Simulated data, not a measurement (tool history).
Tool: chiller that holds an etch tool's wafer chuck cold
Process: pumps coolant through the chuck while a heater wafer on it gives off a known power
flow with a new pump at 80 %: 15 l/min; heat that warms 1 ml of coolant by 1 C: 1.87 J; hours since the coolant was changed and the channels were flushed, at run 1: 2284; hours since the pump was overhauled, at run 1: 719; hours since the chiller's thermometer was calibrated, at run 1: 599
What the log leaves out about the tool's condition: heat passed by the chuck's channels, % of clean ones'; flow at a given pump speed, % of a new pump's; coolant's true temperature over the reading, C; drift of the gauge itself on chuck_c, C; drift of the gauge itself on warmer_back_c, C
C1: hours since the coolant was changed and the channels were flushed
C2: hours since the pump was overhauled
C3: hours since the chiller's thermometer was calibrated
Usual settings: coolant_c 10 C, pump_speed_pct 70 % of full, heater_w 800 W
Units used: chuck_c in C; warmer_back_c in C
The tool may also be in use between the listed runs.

Run 1, hour 0.0: usual settings; C1 2284; C2 719; C3 599. Result: chuck_c 19.4 C, warmer_back_c 2.02 C.
Run 2, hour 33.4: usual settings; C1 2318; C2 753; C3 632. Result: chuck_c 19.5 C, warmer_back_c 2.01 C.
Run 3, hour 63.8: usual settings; C1 2348; C2 783; C3 663. Result: chuck_c 19.3 C, warmer_back_c 2.01 C.
Run 4, hour 84.8: usual settings; C1 2369; C2 804; C3 684. Result: chuck_c 19.6 C, warmer_back_c 1.93 C.
Run 5, hour 111.2: usual settings; C1 2395; C2 831; C3 710. Result: chuck_c 19.4 C, warmer_back_c 1.92 C.
Run 6, hour 147.2: usual settings; C1 2431; C2 867; C3 746. Result: chuck_c 19.4 C, warmer_back_c 2.04 C.
Run 7, hour 169.7: usual settings; C1 2454; C2 889; C3 769. Result: chuck_c 19.5 C, warmer_back_c 1.95 C.
Run 8, hour 212.2: usual settings; C1 2496; C2 932; C3 811. Result: chuck_c 19.4 C, warmer_back_c 1.98 C.
Run 9, hour 234.3: usual settings; C1 2519; C2 954; C3 833. Result: chuck_c 19.5 C, warmer_back_c 1.96 C.
Run 10, hour 258.1: usual settings; C1 2542; C2 978; C3 857. Result: chuck_c 19.2 C, warmer_back_c 1.95 C.
Run 11, hour 286.8: usual settings but pump_speed_pct 84 % of full; C1 2571; C2 1006; C3 886. Result: chuck_c 18.7 C, warmer_back_c 1.64 C.
Run 12, hour 308.1: usual settings but pump_speed_pct 84 % of full; C1 2592; C2 1027; C3 907. Result: chuck_c 18.5 C, warmer_back_c 1.61 C.
Run 13, hour 336.3: usual settings but coolant_c 7 C; C1 2620; C2 1056; C3 935. Result: chuck_c 16.6 C, warmer_back_c 1.96 C.
Run 14, hour 375.0: usual settings but coolant_c 20 C; C1 2659; C2 1094; C3 974. Result: chuck_c 29.5 C, warmer_back_c 1.96 C.
Run 15, hour 415.2: usual settings but coolant_c 20 C; C1 2699; C2 1135; C3 1014. Result: chuck_c 29.4 C, warmer_back_c 1.99 C.
Run 16, hour 461.5: usual settings but coolant_c 20 C, heater_w 868 W; C1 2746; C2 1181; C3 1060. Result: chuck_c 30.3 C, warmer_back_c 2.19 C.
Run 17, hour 492.4: usual settings but coolant_c 20 C, pump_speed_pct 95 % of full, heater_w 1067 W; C1 2777; C2 1212; C3 1091. Result: chuck_c 30.7 C, warmer_back_c 1.92 C.
Run 18, hour 528.6: usual settings but coolant_c 20 C, pump_speed_pct 95 % of full, heater_w 1067 W; C1 2813; C2 1248; C3 1128. Result: chuck_c 30.8 C, warmer_back_c 1.97 C.
Run 19, hour 552.1: usual settings but coolant_c 20 C, pump_speed_pct 95 % of full, heater_w 1067 W; C1 2836; C2 1272; C3 1151. Result: chuck_c 30.9 C, warmer_back_c 1.94 C.
Run 20, hour 583.1: usual settings but coolant_c 18 C, pump_speed_pct 95 % of full, heater_w 708 W; C1 2867; C2 1303; C3 1182. Result: chuck_c 25.2 C, warmer_back_c 1.28 C.
Run 21, hour 614.0: usual settings but coolant_c 5 C, pump_speed_pct 67 % of full; C1 2898; C2 1333; C3 1213. Result: chuck_c 14.8 C, warmer_back_c 2.12 C.
Run 22, hour 646.2: usual settings but coolant_c 9 C, pump_speed_pct 78 % of full, heater_w 492 W; C1 2930; C2 1366; C3 1245. Result: chuck_c 14.5 C, warmer_back_c 1.02 C.
Run 23, hour 666.8: usual settings but coolant_c 9 C, pump_speed_pct 78 % of full, heater_w 492 W; C1 2951; C2 1386; C3 1266. Result: chuck_c 14.4 C, warmer_back_c 1.08 C.
Run 24, hour 700.6: usual settings but coolant_c 14 C, pump_speed_pct 74 % of full; C1 2985; C2 1420; C3 1300. Result: chuck_c 23.2 C, warmer_back_c 1.87 C.
Run 25, hour 744.2: usual settings but heater_w 462 W; C1 3028; C2 1464; C3 1343. Result: chuck_c 15.5 C, warmer_back_c 1.12 C.
Run 26, hour 778.9: usual settings but coolant_c 6 C, pump_speed_pct 65 % of full, heater_w 1158 W; C1 3063; C2 1498; C3 1378. Result: chuck_c 20.4 C, warmer_back_c 3.11 C.
Run 27, hour 802.1: usual settings but coolant_c 12 C, pump_speed_pct 96 % of full; C1 3086; C2 1522; C3 1401. Result: chuck_c 20.2 C, warmer_back_c 1.38 C.
Run 28, hour 825.1: usual settings but coolant_c 20 C, pump_speed_pct 94 % of full; C1 3109; C2 1545; C3 1424. Result: chuck_c 28.2 C, warmer_back_c 1.47 C.
Run 29, hour 850.6: usual settings but coolant_c 6 C, pump_speed_pct 94 % of full, heater_w 561 W; C1 3135; C2 1570; C3 1450. Result: chuck_c 11.7 C, warmer_back_c 1.04 C.
Run 30, hour 886.7: usual settings but coolant_c 14 C, pump_speed_pct 72 % of full, heater_w 561 W; C1 3171; C2 1606; C3 1486. Result: chuck_c 20.7 C, warmer_back_c 1.34 C.
Run 31, hour 919.3: usual settings but pump_speed_pct 77 % of full, heater_w 755 W; C1 3203; C2 1639; C3 1518. Result: chuck_c 18.6 C, warmer_back_c 1.75 C.
Run 32, hour 955.8: usual settings but coolant_c 20 C, pump_speed_pct 99 % of full; C1 3240; C2 1675; C3 1555. Result: chuck_c 28.1 C, warmer_back_c 1.37 C.

Branching from run 32: 4 alternative next runs. What would each branch give?
Run A, hour 981.2: usual settings but coolant_c 20 C, pump_speed_pct 97 % of full; C1 3265; C2 1701; C3 1580. Result: chuck_c ?, warmer_back_c ?.
Run B, hour 981.2: usual settings but pump_speed_pct 83 % of full, heater_w 858 W; C1 3265; C2 1701; C3 1580. Result: chuck_c ?, warmer_back_c ?.
Run C, hour 981.2: usual settings but coolant_c 2 C, pump_speed_pct 69 % of full; C1 3265; C2 1701; C3 1580. Result: chuck_c ?, warmer_back_c ?.
Run D, hour 981.2: usual settings but coolant_c 9 C, pump_speed_pct 88 % of full; C1 3265; C2 1701; C3 1580. Result: chuck_c ?, warmer_back_c ?.

run  chuck_c  warmer_back_c
  A     28.4           1.41
  B     19.5           1.83
  C     11.5           2.08
  D     17.5           1.59
What these runs would have given with no unlogged condition in the tool:
run  chuck_c  warmer_back_c
  A     27.7           1.38
  B     18.7           1.79
  C     10.8           2.04
  D     16.8           1.56

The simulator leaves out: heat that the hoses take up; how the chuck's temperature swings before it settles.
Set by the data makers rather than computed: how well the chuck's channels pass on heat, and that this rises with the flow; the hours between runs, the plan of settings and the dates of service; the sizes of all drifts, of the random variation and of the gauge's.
